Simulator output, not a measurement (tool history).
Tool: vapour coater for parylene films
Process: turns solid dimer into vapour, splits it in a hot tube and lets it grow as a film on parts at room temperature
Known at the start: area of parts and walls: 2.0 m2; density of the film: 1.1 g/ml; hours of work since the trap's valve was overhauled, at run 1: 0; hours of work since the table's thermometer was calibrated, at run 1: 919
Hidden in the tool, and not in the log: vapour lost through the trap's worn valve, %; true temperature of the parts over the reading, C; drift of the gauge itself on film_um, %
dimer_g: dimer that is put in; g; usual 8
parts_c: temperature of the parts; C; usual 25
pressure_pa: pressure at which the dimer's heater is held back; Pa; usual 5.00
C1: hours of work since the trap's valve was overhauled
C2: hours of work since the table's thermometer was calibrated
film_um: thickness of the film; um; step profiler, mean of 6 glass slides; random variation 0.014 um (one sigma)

{"run": 1, "hour": 0.0, "dimer_g": 8, "parts_c": 25, "pressure_pa": 5.0, "C1": 0, "C2": 919, "film_um": 1.85}
{"run": 2, "hour": 38.1, "dimer_g": 8, "parts_c": 31, "pressure_pa": 5.0, "C1": 32, "C2": 951, "film_um": 1.47}
{"run": 3, "hour": 74.3, "dimer_g": 8, "parts_c": 31, "pressure_pa": 5.0, "C1": 63, "C2": 982, "film_um": 1.44}
{"run": 4, "hour": 119.6, "dimer_g": 8, "parts_c": 25, "pressure_pa": 5.0, "C1": 102, "C2": 1021, "film_um": 1.84}
{"run": 5, "hour": 140.3, "dimer_g": 8, "parts_c": 25, "pressure_pa": 5.0, "C1": 120, "C2": 1038, "film_um": 1.79}
{"run": 6, "hour": 169.8, "dimer_g": 8, "parts_c": 24, "pressure_pa": 5.0, "C1": 145, "C2": 1064, "film_um": 1.86}
{"run": 7, "hour": 213.9, "dimer_g": 8, "parts_c": 25, "pressure_pa": 5.0, "C1": 182, "C2": 1101, "film_um": 1.78}
{"run": 8, "hour": 259.5, "dimer_g": 8, "parts_c": 25, "pressure_pa": 4.83, "C1": 221, "C2": 1140, "film_um": 1.78}
{"run": 9, "hour": 287.3, "dimer_g": 8, "parts_c": 25, "pressure_pa": 4.83, "C1": 245, "C2": 1164, "film_um": 1.77}
{"run": 10, "hour": 323.1, "dimer_g": 9, "parts_c": 25, "pressure_pa": 5.0, "C1": 276, "C2": 1194, "film_um": 1.95}
{"run": 11, "hour": 349.9, "dimer_g": 9, "parts_c": 25, "pressure_pa": 5.0, "C1": 299, "C2": 1217, "film_um": 1.98}
{"run": 12, "hour": 372.6, "dimer_g": 10, "parts_c": 25, "pressure_pa": 5.0, "C1": 318, "C2": 1237, "film_um": 2.16}
{"run": 13, "hour": 395.7, "dimer_g": 6, "parts_c": 25, "pressure_pa": 5.0, "C1": 338, "C2": 1256, "film_um": 1.28}
{"run": 14, "hour": 426.5, "dimer_g": 8, "parts_c": 26, "pressure_pa": 5.0, "C1": 364, "C2": 1283, "film_um": 1.65}
{"run": 15, "hour": 448.2, "dimer_g": 8, "parts_c": 25, "pressure_pa": 7.55, "C1": 382, "C2": 1301, "film_um": 1.63}
{"run": 16, "hour": 475.8, "dimer_g": 8, "parts_c": 25, "pressure_pa": 5.41, "C1": 406, "C2": 1325, "film_um": 1.68}
{"hour": 479.1, "done": "table's thermometer calibrated"}
{"hour": 509.3, "done": "trap's valve overhauled"}
{"run": 17, "hour": 519.7, "dimer_g": 8, "parts_c": 25, "pressure_pa": 5.41, "C1": 9, "C2": 31, "film_um": 1.86}
{"run": 18, "hour": 541.1, "dimer_g": 8, "parts_c": 25, "pressure_pa": 5.41, "C1": 27, "C2": 50, "film_um": 1.87}
{"run": 19, "hour": 560.2, "dimer_g": 10, "parts_c": 25, "pressure_pa": 5.27, "C1": 43, "C2": 66, "film_um": 2.29}
{"run": 20, "hour": 583.8, "dimer_g": 3, "parts_c": 34, "pressure_pa": 8.34, "C1": 64, "C2": 86, "film_um": 0.48}
{"run": 21, "hour": 608.4, "dimer_g": 8, "parts_c": 18, "pressure_pa": 3.31, "C1": 85, "C2": 107, "film_um": 2.54}
{"run": 22, "hour": 639.7, "dimer_g": 3, "parts_c": 25, "pressure_pa": 6.25, "C1": 111, "C2": 134, "film_um": 0.69}
{"run": 23, "hour": 665.4, "dimer_g": 3, "parts_c": 25, "pressure_pa": 4.74, "C1": 133, "C2": 156, "film_um": 0.67}
{"run": 24, "hour": 689.8, "dimer_g": 4, "parts_c": 23, "pressure_pa": 4.32, "C1": 154, "C2": 176, "film_um": 1.03}
{"hour": 706.3, "done": "table's thermometer calibrated, once more"}
{"run": 25, "hour": 726.8, "dimer_g": 13, "parts_c": 23, "pressure_pa": 4.32, "C1": 185, "C2": 17, "film_um": 3.12}
{"run": 26, "hour": 758.9, "dimer_g": 8, "parts_c": 21, "pressure_pa": 3.21, "C1": 212, "C2": 45, "film_um": 2.12}
{"run": 27, "hour": 787.0, "dimer_g": 7, "parts_c": 25, "pressure_pa": 9.61, "C1": 236, "C2": 69, "film_um": 1.39}
{"run": 28, "hour": 828.3, "dimer_g": 7, "parts_c": 35, "pressure_pa": 3.1, "C1": 271, "C2": 104, "film_um": 1.09}
{"run": 29, "hour": 864.4, "dimer_g": 7, "parts_c": 35, "pressure_pa": 3.1, "C1": 302, "C2": 135, "film_um": 1.07}
{"run": 30, "hour": 885.6, "dimer_g": 13, "parts_c": 23, "pressure_pa": 7.33, "C1": 320, "C2": 153, "film_um": 2.84}
{"run": 31, "hour": 911.3, "dimer_g": 13, "parts_c": 23, "pressure_pa": 7.33, "C1": 342, "C2": 175, "film_um": 2.81}
{"run": 32, "hour": 946.7, "dimer_g": 13, "parts_c": 23, "pressure_pa": 7.33, "C1": 372, "C2": 205, "film_um": 2.81}
{"run": 33, "hour": 966.1, "dimer_g": 13, "parts_c": 23, "pressure_pa": 7.33, "C1": 389, "C2": 222, "film_um": 2.82}
{"run": 34, "hour": 1001.0, "dimer_g": 7, "parts_c": 26, "pressure_pa": 5.85, "C1": 419, "C2": 251, "film_um": 1.36}
{"hour": 1019.2, "done": "trap's valve overhauled"}
{"run": 35, "hour": 1030.1, "dimer_g": 7, "parts_c": 26, "pressure_pa": 5.85, "C1": 9, "C2": 273, "film_um": 1.5}
{"run": 36, "hour": 1048.8, "dimer_g": 7, "parts_c": 26, "pressure_pa": 5.85, "C1": 25, "C2": 289, "film_um": 1.5}

Hidden state or all else? Some run-to-run changes of film_um, split into what the settings, what came in and random variation would give without the hidden state, and what is left for the hidden state (with any gauge scatter that isn't in both results):
Run 16 -> 17: table's thermometer calibrated, trap's valve overhauled. film_um +0.18 um: hidden state +0.17, all else +0.01.
Run 20 -> 21: dimer_g 3 -> 8, parts_c 34 -> 18, pressure_pa 8.34 -> 3.31. film_um +2.06 um: hidden state +0.01, all else +2.05.
Run 21 -> 22: dimer_g 8 -> 3, parts_c 18 -> 25, pressure_pa 3.31 -> 6.25. film_um -1.85 um: hidden state -0.02, all else -1.83.
Run 24 -> 25: dimer_g 4 -> 13, table's thermometer calibrated, once more. film_um +2.09 um: hidden state -0.16, all else +2.25.
Run 29 -> 30: dimer_g 7 -> 13, parts_c 35 -> 23, pressure_pa 3.10 -> 7.33. film_um +1.77 um: hidden state -0.16, all else +1.93.
